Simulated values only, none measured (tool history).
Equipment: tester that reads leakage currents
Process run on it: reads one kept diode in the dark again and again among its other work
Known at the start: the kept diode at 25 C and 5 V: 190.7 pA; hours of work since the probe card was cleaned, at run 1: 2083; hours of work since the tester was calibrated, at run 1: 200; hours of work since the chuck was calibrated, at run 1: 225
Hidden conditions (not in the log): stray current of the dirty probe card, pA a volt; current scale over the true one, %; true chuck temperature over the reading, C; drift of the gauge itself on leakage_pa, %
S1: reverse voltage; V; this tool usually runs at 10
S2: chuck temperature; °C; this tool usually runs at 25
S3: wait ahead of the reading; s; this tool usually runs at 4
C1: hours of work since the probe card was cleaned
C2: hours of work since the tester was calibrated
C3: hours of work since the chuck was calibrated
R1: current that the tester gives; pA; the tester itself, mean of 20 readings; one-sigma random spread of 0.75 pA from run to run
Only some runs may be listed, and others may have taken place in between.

Run 1, hour 0: usual settings; C1 2083; C2 200; C3 225. Result: R1 288.05 pA.
Run 2, hour 15.5: usual settings; C1 2093; C2 210; C3 235. Result: R1 288.64 pA.
Run 3, hour 40.5: usual settings; C1 2109; C2 226; C3 251. Result: R1 287.35 pA.
Run 4, hour 71.2: usual settings; C1 2129; C2 246; C3 271. Result: R1 288.57 pA.
Run 5, hour 89.1: usual settings; C1 2140; C2 257; C3 283. Result: R1 286.2 pA.
Run 6, hour 125.9: usual settings; C1 2164; C2 281; C3 307. Result: R1 287.57 pA.
Run 7, hour 153.2: usual settings; C1 2182; C2 299; C3 324. Result: R1 287.68 pA.
Run 8, hour 168.6: usual settings but S2 44 °C; C1 2192; C2 309; C3 334. Result: R1 1113.41 pA.
Run 9, hour 190.3: usual settings but S2 44 °C; C1 2206; C2 323; C3 348. Result: R1 1116.59 pA.
Run 10, hour 224.6: usual settings but S2 44 °C; C1 2228; C2 345; C3 371. Result: R1 1115.96 pA.
Run 11, hour 262: usual settings but S2 42 °C; C1 2252; C2 369; C3 395. Result: R1 973.82 pA.
Run 12, hour 289.6: usual settings but S2 29 °C, S3 1.89 s; C1 2270; C2 387; C3 413. Result: R1 390.56 pA.
Run 13, hour 316.3: usual settings but S1 2.3 V, S2 21 °C; C1 2288; C2 404; C3 430. Result: R1 88.85 pA.
Run 14, hour 345.9: usual settings but S1 7 V, S2 31 °C, S3 1.99 s; C1 2307; C2 424; C3 449. Result: R1 364.98 pA.
Run 15, hour 382.9: usual settings but S1 18.6 V, S2 29 °C; C1 2331; C2 448; C3 473. Result: R1 559.05 pA.
At hour 410.3: probe card cleaned and baked.
Run 16, hour 413.5: usual settings but S1 5.9 V, S2 29 °C, S3 1.52 s; C1 2; C2 465; C3 491. Result: R1 285.44 pA.
Run 17, hour 451: usual settings but S1 5.9 V, S2 53 °C, S3 2.63 s; C1 26; C2 490; C3 515. Result: R1 1472.53 pA.
Run 18, hour 481.9: usual settings but S1 5.2 V, S3 0.8 s; C1 46; C2 510; C3 535. Result: R1 196.82 pA.
Run 19, hour 508.4: usual settings but S1 2.8 V; C1 63; C2 527; C3 552. Result: R1 135.78 pA.
Run 20, hour 526.7: usual settings but S1 1.8 V, S2 39 °C, S3 0.82 s; C1 75; C2 539; C3 564. Result: R1 289.01 pA.
Run 21, hour 553.7: usual settings but S1 1.8 V, S2 39 °C, S3 1.42 s; C1 93; C2 556; C3 582. Result: R1 289.59 pA.
Run 22, hour 589.5: usual settings but S1 13.8 V, S2 35 °C, S3 0.3 s; C1 116; C2 579; C3 605. Result: R1 735.46 pA.

Per-run results on a tool with no hidden state, each run keeping its own random variation:
run       R1
  1   287.66
  2   288.25
  3   286.96
  4   288.19
  5   285.83
  6    287.2
  7   287.31
  8  1113.43
  9  1116.62
 10  1116.03
 11   973.84
 12   390.27
 13    88.78
 14   364.85
 15   558.43
 16   285.65
 17  1473.54
 18   196.99
 19    135.9
 20   289.25
 21   289.84
 22   736.08

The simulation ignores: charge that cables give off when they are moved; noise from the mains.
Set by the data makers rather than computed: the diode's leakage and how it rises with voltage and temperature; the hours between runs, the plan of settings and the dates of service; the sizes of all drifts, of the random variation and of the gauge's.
